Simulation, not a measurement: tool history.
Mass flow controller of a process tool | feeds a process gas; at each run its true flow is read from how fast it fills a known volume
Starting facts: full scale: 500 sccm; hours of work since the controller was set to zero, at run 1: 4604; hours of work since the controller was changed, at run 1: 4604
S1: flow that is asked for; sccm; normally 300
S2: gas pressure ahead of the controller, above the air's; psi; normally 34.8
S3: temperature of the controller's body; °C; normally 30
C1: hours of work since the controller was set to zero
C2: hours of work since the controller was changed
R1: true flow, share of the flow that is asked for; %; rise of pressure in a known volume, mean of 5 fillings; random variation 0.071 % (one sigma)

run	hour	S1	S2	S3	C1	C2	R1
1	0.0	300	34.8	30	4604	4604	103.89
2	295.3	300	34.8	30	4715	4715	104.05
3	689.2	300	31.8	30	4863	4863	104.16
4	1103.6	300	34.8	30	5018	5018	104.29
5	1520.1	300	34.8	30	5174	5174	104.36
6	1896.4	300	34.8	30	5315	5315	104.55
7	2417.2	300	34.8	30	5510	5510	104.59
8	2928.1	300	34.8	30	5701	5701	104.89
9	3341.6	300	34.8	30	5856	5856	104.98
10	3681.8	300	34.8	30	5984	5984	105.15
# hour 3720.8: controller's zero set anew
11	4236.4	300	27.6	30	193	6191	105.95
12	4604.7	300	27.6	30	331	6329	106.08
13	5121.9	300	39.3	30	525	6523	106.55
14	5607.0	110	39.3	30	707	6705	111.56

Predict the results of run 15:
15	6110.7	110	39.3	30	895	6893	?

R1: 111.76 %
Were there no unlogged condition in the tool, this run, its random variation unchanged, would have produced R1 99.30 %.
